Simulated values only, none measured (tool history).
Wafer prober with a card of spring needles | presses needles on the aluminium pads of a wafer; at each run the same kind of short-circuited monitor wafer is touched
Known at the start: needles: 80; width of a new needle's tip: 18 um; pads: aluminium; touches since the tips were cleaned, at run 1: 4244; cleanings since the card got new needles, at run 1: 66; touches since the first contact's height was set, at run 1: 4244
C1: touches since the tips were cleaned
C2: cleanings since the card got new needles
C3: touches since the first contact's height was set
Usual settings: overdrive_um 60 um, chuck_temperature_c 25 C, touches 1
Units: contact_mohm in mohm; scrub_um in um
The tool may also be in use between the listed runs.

run 1 hour=0.0 | overdrive_um=60 chuck_temperature_c=25 touches=1 | C1=4244 C2=66 C3=4244 | contact_mohm=302 scrub_um=8.14
-- hour=4.7 tips cleaned on abrasive film
-- hour=16.3 tips cleaned on abrasive film
-- hour=27.9 tips cleaned on abrasive film
run 2 hour=31.5 | overdrive_um=60 chuck_temperature_c=25 touches=1 | C1=2254 C2=69 C3=23852 | contact_mohm=289 scrub_um=8.13
-- hour=38.5 tips cleaned on abrasive film
-- hour=49.9 tips cleaned on abrasive film
-- hour=59.2 tips cleaned on abrasive film
-- hour=70.5 tips cleaned on abrasive film
run 3 hour=70.5 | overdrive_um=60 chuck_temperature_c=25 touches=1 | C1=0 C2=73 C3=48087 | contact_mohm=240 scrub_um=8.09
-- hour=79.8 tips cleaned on abrasive film
-- hour=91.2 tips cleaned on abrasive film
run 4 hour=92.9 | overdrive_um=60 chuck_temperature_c=25 touches=1 | C1=1078 C2=75 C3=62047 | contact_mohm=272 scrub_um=8.08
-- hour=102.3 tips cleaned on abrasive film
-- hour=102.6 height of the first contact set anew
-- hour=114.2 tips cleaned on abrasive film
run 5 hour=117.0 | overdrive_um=60 chuck_temperature_c=51 touches=1 | C1=1784 C2=77 C3=9023 | contact_mohm=301 scrub_um=8.14
-- hour=119.4 tips cleaned on abrasive film, once more
-- hour=128.7 tips cleaned on abrasive film
-- hour=138.1 tips cleaned on abrasive film
-- hour=149.7 tips cleaned on abrasive film
run 6 hour=156.3 | overdrive_um=55 chuck_temperature_c=51 touches=1 | C1=4133 C2=81 C3=33419 | contact_mohm=323 scrub_um=7.42
-- hour=161.0 tips cleaned on abrasive film
-- hour=172.6 tips cleaned on abrasive film
-- hour=181.9 tips cleaned on abrasive film
run 7 hour=185.0 | overdrive_um=60 chuck_temperature_c=58 touches=1 | C1=1943 C2=84 C3=51265 | contact_mohm=287 scrub_um=8.07
-- hour=192.0 tips cleaned on abrasive film
-- hour=203.4 tips cleaned on abrasive film
-- hour=212.9 height of the first contact set anew
-- hour=213.9 tips cleaned on abrasive film
run 8 hour=213.9 | overdrive_um=60 chuck_temperature_c=25 touches=1 | C1=0 C2=87 C3=568 | contact_mohm=243 scrub_um=8.14
-- hour=223.2 tips cleaned on abrasive film
-- hour=232.5 tips cleaned on abrasive film
-- hour=244.1 tips cleaned on abrasive film
-- hour=255.5 tips cleaned on abrasive film
-- hour=264.8 tips cleaned on abrasive film
run 9 hour=266.3 | overdrive_um=60 chuck_temperature_c=25 touches=1 | C1=938 C2=92 C3=33163 | contact_mohm=267 scrub_um=8.09
-- hour=275.6 tips cleaned on abrasive film
-- hour=287.2 tips cleaned on abrasive film
-- hour=298.7 tips cleaned on abrasive film
run 10 hour=307.0 | overdrive_um=60 chuck_temperature_c=25 touches=1 | C1=5204 C2=95 C3=58534 | contact_mohm=321 scrub_um=8.06
-- hour=309.4 tips cleaned on abrasive film
-- hour=318.7 tips cleaned on abrasive film
-- hour=321.3 height of the first contact set anew
-- hour=330.5 tips cleaned on abrasive film
-- hour=339.8 tips cleaned on abrasive film
run 11 hour=343.8 | overdrive_um=60 chuck_temperature_c=25 touches=1 | C1=2523 C2=99 C3=13991 | contact_mohm=296 scrub_um=8.13
-- hour=350.8 tips cleaned on abrasive film
-- hour=362.4 tips cleaned on abrasive film
-- hour=371.8 tips cleaned on abrasive film
run 12 hour=377.5 | overdrive_um=60 chuck_temperature_c=25 touches=1 | C1=3607 C2=102 C3=34974 | contact_mohm=312 scrub_um=8.10
-- hour=382.2 tips cleaned on abrasive film
-- hour=391.5 tips cleaned on abrasive film
-- hour=403.0 tips cleaned on abrasive film
-- hour=412.3 tips cleaned on abrasive film
run 13 hour=417.4 | overdrive_um=60 chuck_temperature_c=25 touches=1 | C1=3167 C2=106 C3=59742 | contact_mohm=302 scrub_um=8.06
-- hour=422.1 tips cleaned on abrasive film
-- hour=431.4 tips cleaned on abrasive film
-- hour=431.7 height of the first contact set anew
-- hour=441.0 tips cleaned on abrasive film
-- hour=450.3 tips cleaned on abrasive film
run 14 hour=456.2 | overdrive_um=62 chuck_temperature_c=102 touches=1 | C1=3709 C2=110 C3=15293 | contact_mohm=320 scrub_um=8.39
-- hour=460.9 tips cleaned on abrasive film
-- hour=472.5 tips cleaned on abrasive film
-- hour=481.8 tips cleaned on abrasive film
-- hour=491.2 tips cleaned on abrasive film
-- hour=500.5 tips cleaned on abrasive film
run 15 hour=503.2 | overdrive_um=41 chuck_temperature_c=35 touches=2 | C1=1680 C2=115 C3=44448 | contact_mohm=308 scrub_um=5.50
-- hour=510.2 tips cleaned on abrasive film
-- hour=521.8 tips cleaned on abrasive film
run 16 hour=526.1 | overdrive_um=63 chuck_temperature_c=85 touches=2 | C1=2717 C2=117 C3=58750 | contact_mohm=286 scrub_um=8.46
-- hour=533.0 tips cleaned on abrasive film
-- hour=540.2 height of the first contact set anew
-- hour=542.6 tips cleaned on abrasive film
-- hour=551.9 tips cleaned on abrasive film
-- hour=561.3 tips cleaned on abrasive film
-- hour=570.6 tips cleaned on abrasive film
run 17 hour=576.8 | overdrive_um=47 chuck_temperature_c=62 touches=2 | C1=3933 C2=122 C3=22757 | contact_mohm=321 scrub_um=6.35
-- hour=581.5 tips cleaned on abrasive film
-- hour=593.1 tips cleaned on abrasive film
-- hour=604.7 tips cleaned on abrasive film
run 18 hour=605.9 | overdrive_um=46 chuck_temperature_c=25 touches=2 | C1=731 C2=125 C3=40796 | contact_mohm=276 scrub_um=6.19
-- hour=615.2 tips cleaned on abrasive film
-- hour=624.5 tips cleaned on abrasive film
-- hour=634.8 tips cleaned on abrasive film
run 19 hour=634.8 | overdrive_um=46 chuck_temperature_c=25 touches=2 | C1=0 C2=128 C3=58776 | contact_mohm=251 scrub_um=6.16
-- hour=644.1 tips cleaned on abrasive film
-- hour=649.0 height of the first contact set anew
-- hour=653.7 tips cleaned on abrasive film
-- hour=663.1 tips cleaned on abrasive film
-- hour=672.4 tips cleaned on abrasive film
run 20 hour=679.1 | overdrive_um=46 chuck_temperature_c=25 touches=2 | C1=4198 C2=132 C3=18678 | contact_mohm=319 scrub_um=6.21
-- hour=683.8 tips cleaned on abrasive film
-- hour=695.3 tips cleaned on abrasive film
-- hour=706.9 tips cleaned on abrasive film
-- hour=718.5 tips cleaned on abrasive film
run 21 hour=720.5 | overdrive_um=46 chuck_temperature_c=25 touches=2 | C1=1251 C2=136 C3=44472 | contact_mohm=288 scrub_um=6.20
-- hour=729.7 tips cleaned on abrasive film
-- hour=739.0 tips cleaned on abrasive film
-- hour=748.3 tips cleaned on abrasive film
run 22 hour=749.5 | overdrive_um=59 chuck_temperature_c=25 touches=2 | C1=761 C2=139 C3=62506 | contact_mohm=256 scrub_um=7.90
-- hour=758.9 tips cleaned on abrasive film
-- hour=759.2 height of the first contact set anew
-- hour=768.5 tips cleaned on abrasive film
-- hour=777.8 tips cleaned on abrasive film
run 23 hour=781.4 | overdrive_um=59 chuck_temperature_c=25 touches=2 | C1=2246 C2=142 C3=13831 | contact_mohm=269 scrub_um=7.99
-- hour=788.4 tips cleaned on abrasive film
-- hour=800.0 tips cleaned on abrasive film
-- hour=810.0 tips cleaned on abrasive film
run 24 hour=810.0 | overdrive_um=67 chuck_temperature_c=25 touches=2 | C1=0 C2=145 C3=31599 | contact_mohm=237 scrub_um=9.05
-- hour=819.3 tips cleaned on abrasive film
-- hour=830.9 tips cleaned on abrasive film
-- hour=840.2 tips cleaned on abrasive film
run 25 hour=849.3 | overdrive_um=67 chuck_temperature_c=25 touches=2 | C1=5667 C2=148 C3=56089 | contact_mohm=280 scrub_um=9.03
-- hour=851.7 tips cleaned on abrasive film
-- hour=861.0 tips cleaned on abrasive film
-- hour=868.2 height of the first contact set anew
-- hour=870.6 tips cleaned on abrasive film
-- hour=882.0 tips cleaned on abrasive film
-- hour=891.4 tips cleaned on abrasive film
run 26 hour=897.3 | overdrive_um=59 chuck_temperature_c=115 touches=1 | C1=3717 C2=153 C3=18073 | contact_mohm=327 scrub_um=7.98

3 ways to go on from here, each from the tool as it stands after run 26. What would each give?
-- hour=902.0 tips cleaned on abrasive film
-- hour=913.5 tips cleaned on abrasive film
-- hour=925.0 tips cleaned on abrasive film
-- hour=934.3 tips cleaned on abrasive film
run A hour=939.9 | overdrive_um=49 chuck_temperature_c=37 touches=1 | C1=3507 C2=157 C3=44583 | contact_mohm=? scrub_um=?
-- hour=902.0 tips cleaned on abrasive film
-- hour=913.5 tips cleaned on abrasive film
-- hour=925.0 tips cleaned on abrasive film
-- hour=934.3 tips cleaned on abrasive film
run B hour=939.9 | overdrive_um=60 chuck_temperature_c=25 touches=2 | C1=3507 C2=157 C3=44583 | contact_mohm=? scrub_um=?
-- hour=902.0 tips cleaned on abrasive film
-- hour=913.5 tips cleaned on abrasive film
-- hour=925.0 tips cleaned on abrasive film
-- hour=934.3 tips cleaned on abrasive film
run C hour=939.9 | overdrive_um=70 chuck_temperature_c=25 touches=1 | C1=3507 C2=157 C3=44583 | contact_mohm=? scrub_um=?

run=A contact_mohm=359 scrub_um=6.60
run=B contact_mohm=286 scrub_um=8.08
run=C contact_mohm=298 scrub_um=9.45
Without the tool's hidden state the same runs would have given:
run=A contact_mohm=240 scrub_um=6.66
run=B contact_mohm=234 scrub_um=8.14
run=C contact_mohm=232 scrub_um=9.51
